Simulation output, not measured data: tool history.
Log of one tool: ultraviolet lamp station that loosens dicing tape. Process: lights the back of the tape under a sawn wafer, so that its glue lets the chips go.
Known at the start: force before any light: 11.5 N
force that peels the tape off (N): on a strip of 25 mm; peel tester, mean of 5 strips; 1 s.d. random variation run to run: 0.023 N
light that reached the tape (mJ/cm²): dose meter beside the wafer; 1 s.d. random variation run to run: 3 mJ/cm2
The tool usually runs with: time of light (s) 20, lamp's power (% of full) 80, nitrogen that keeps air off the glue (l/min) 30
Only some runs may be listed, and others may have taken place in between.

run   hour  time of light (s)  lamp's power (% of full)  nitrogen that keeps air off the glue (l/min)  force that peels the tape off (N)  light that reached the tape (mJ/cm²)
  1    0.0                 20                        80                                            30                              1.505                                   391
  2   27.6                 20                        80                                            30                              1.622                                   382
  3   42.8                 20                        72                                            30                              1.922                                   343
  4   61.4                 20                        62                                            30                              2.416                                   291
  5   88.3                 20                        62                                            30                              2.551                                   286
  6  112.5                 20                        62                                            30                              2.530                                   282
     114.9  -- window cleaned of glue's vapour
  7  139.6                 20                        62                                            51                              2.188                                   269
  8  156.8                 20                        62                                            51                              2.332                                   269
  9  177.6                 20                        62                                            51                              2.197                                   268
 10  198.9                 14                        69                                            58                              3.175                                   204
 11  227.8                 27                        69                                            58                              1.094                                   393
     237.8  -- window cleaned of glue's vapour, once more
 12  255.5                 27                        75                                            10                              2.025                                   470
 13  279.1                 27                        75                                            10                              2.018                                   466
 14  292.9                 22                        75                                            10                              2.762                                   373
 15  312.1                 22                        75                                            10                              2.783                                   374
 16  342.0                 22                        75                                            10                              2.886                                   363

Measured less the same run without the tool's hidden state. The same run-to-run variation is in both; the gauge's scatter may not be:
The tool's hidden condition here consists of: lamp's light, % of a new lamp's; light that the window lets through, % of a clean one's; drift of the gauge itself on peel_n, %; drift of the gauge itself on dose_mj_cm2, %.
run  force that peels the tape off (N)  light that reached the tape (mJ/cm²)
  1                             +0.396                                   -67
  2                             +0.458                                   -72
  3                             +0.524                                   -67
  4                             +0.619                                   -60
  5                             +0.694                                   -64
  6                             +0.718                                   -68
  7                             +0.773                                   -79
  8                             +0.846                                   -81
  9                             +0.817                                   -84
 10                             +1.050                                   -68
 11                             +0.515                                  -138
 12                             +0.599                                  -104
 13                             +0.625                                  -110
 14                             +0.763                                   -90
 15                             +0.792                                   -95
 16                             +0.859                                   -98

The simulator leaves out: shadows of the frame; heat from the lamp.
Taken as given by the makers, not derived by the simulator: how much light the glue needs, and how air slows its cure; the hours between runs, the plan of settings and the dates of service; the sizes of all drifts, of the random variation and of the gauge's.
